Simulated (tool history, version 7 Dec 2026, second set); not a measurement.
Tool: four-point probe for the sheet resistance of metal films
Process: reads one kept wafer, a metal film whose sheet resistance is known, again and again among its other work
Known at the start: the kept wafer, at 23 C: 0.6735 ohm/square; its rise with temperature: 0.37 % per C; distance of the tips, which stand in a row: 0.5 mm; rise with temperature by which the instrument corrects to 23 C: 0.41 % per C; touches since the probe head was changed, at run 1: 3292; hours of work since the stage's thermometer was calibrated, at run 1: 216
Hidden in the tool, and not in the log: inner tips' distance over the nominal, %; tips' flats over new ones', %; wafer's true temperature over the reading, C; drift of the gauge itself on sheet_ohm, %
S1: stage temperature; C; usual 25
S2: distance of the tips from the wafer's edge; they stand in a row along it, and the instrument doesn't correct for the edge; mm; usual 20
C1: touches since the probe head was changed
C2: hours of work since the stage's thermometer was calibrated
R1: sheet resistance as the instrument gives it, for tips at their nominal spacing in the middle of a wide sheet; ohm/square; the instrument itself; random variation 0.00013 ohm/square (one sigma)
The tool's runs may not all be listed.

run,hour,S1,S2,C1,C2,R1
1,0.0,25,20,3292,216,0.673419
2,29.0,25,20,3943,233,0.673610
3,45.4,25,20,4313,242,0.673728
4,65.2,29,20,4757,254,0.672732
5,81.7,29,20,5126,264,0.673008
6,98.5,29,20,5505,274,0.672655
# hour 100.9: stage's thermometer calibrated
7,123.5,25,20,6054,13,0.673978
8,141.6,25,20,6460,24,0.673799
9,167.9,21,20,7052,40,0.675254
10,185.4,25,20,7445,50,0.674203
11,214.6,25,20,8100,67,0.674201
12,236.6,25,20,8594,80,0.674577
# hour 242.0: stage's thermometer calibrated, once more
13,250.4,33,5,8894,5,0.675483
14,266.6,33,5,9256,15,0.675392
15,297.9,34,7,9959,33,0.673394
16,314.9,34,7,10340,43,0.673320

Forecast run 17:
17,338.7,21,4,10876,57,?

Run 17 gave R1 0.680607 ohm/square.
Without the tool's hidden state the same run would have given R1 0.679596 ohm/square.
